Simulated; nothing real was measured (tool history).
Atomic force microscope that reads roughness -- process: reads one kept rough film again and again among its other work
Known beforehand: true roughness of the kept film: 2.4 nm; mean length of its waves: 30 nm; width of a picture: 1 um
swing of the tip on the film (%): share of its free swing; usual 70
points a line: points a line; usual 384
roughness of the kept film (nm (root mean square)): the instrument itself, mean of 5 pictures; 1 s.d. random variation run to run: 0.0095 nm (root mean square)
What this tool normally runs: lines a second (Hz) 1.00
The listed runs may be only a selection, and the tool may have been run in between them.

run   hour  lines a second (Hz)  swing of the tip on the film (%)  points a line  roughness of the kept film (nm (root mean square))
  1    0.0                 1.00                                70            384                                               2.169
  2   10.6                 1.00                                70            384                                               2.153
  3   18.8                 1.00                                70            384                                               2.130
  4   28.3                 1.00                                70            384                                               2.122
  5   39.1                 1.00                                70            384                                               2.113
  6   50.4                 1.00                                70            384                                               2.112
  7   60.9                 1.00                                70            384                                               2.078
  8   66.3                 1.00                                70            384                                               2.045
  9   72.3                 1.00                                70            384                                               2.082
 10   78.0                 1.00                                70            291                                               2.053
 11   84.8                 1.00                                70            291                                               2.040
 12   95.7                 1.00                                70            291                                               2.030
 13  104.3                 1.00                                70            291                                               2.029
 14  110.9                 1.00                                70            291                                               2.029
 15  118.5                 1.00                                70            291                                               1.998
 16  129.8                 1.00                                70            291                                               1.991
 17  137.4                 1.00                                70            291                                               1.979
     139.6  -- new tip fitted
 18  143.5                 1.00                                62            384                                               2.193
 19  152.3                 1.00                                62            384                                               2.194
 20  163.7                 1.00                                78            282                                               2.079
 21  170.6                 1.00                                78            282                                               2.065
     172.4  -- height scale calibrated on a step standard
 22  178.4                 0.82                                70            420                                               2.133
 23  187.7                 2.32                                62            744                                               2.087
 24  193.4                 1.30                                71            711                                               2.094
 25  198.5                 0.84                                55            393                                               2.163
 26  205.6                 3.54                                55            393                                               2.064
 27  217.0                 3.54                                86            393                                               1.594
     223.4  -- height scale calibrated on a step standard, once more
 28  224.3                 3.22                                57            312                                               2.025
 29  233.9                 0.89                                90            553                                               1.949
 30  239.6                 0.89                                90            553                                               1.925
 31  250.9                 0.58                                69            384                                               2.072
 32  257.8                 0.58                                69            384                                               2.060
 33  263.0                 0.86                                68            384                                               2.050
 34  269.4                 0.86                                74            266                                               1.991
 35  274.4                 0.74                                61            515                                               2.061

Some steps in roughness of the kept film (nm (root mean square)) between neighbouring runs. How much of each would the tool show without its hidden state too (settings, what came in, random variation), and how much is left for the hidden state, with any gauge scatter that isn't in both results?
Hidden state present: radius of the tip, nm; height scale over the true one, %; drift of the gauge itself on roughness_nm, %.
Run 17 -> 18: swing of the tip on the film (%) 70 -> 62, points a line 291 -> 384, new tip fitted. roughness of the kept film (nm (root mean square)) +0.214: hidden state +0.158, all else +0.056.
Run 26 -> 27: swing of the tip on the film (%) 55 -> 86. roughness of the kept film (nm (root mean square)) -0.470: hidden state +0.006, all else -0.476.
Run 27 -> 28: lines a second (Hz) 3.54 -> 3.22, swing of the tip on the film (%) 86 -> 57, points a line 393 -> 312, height scale calibrated on a step standard, once more. roughness of the kept film (nm (root mean square)) +0.431: hidden state -0.026, all else +0.457.
Run 30 -> 31: lines a second (Hz) 0.89 -> 0.58, swing of the tip on the film (%) 90 -> 69, points a line 553 -> 384. roughness of the kept film (nm (root mean square)) +0.147: hidden state -0.022, all else +0.169.
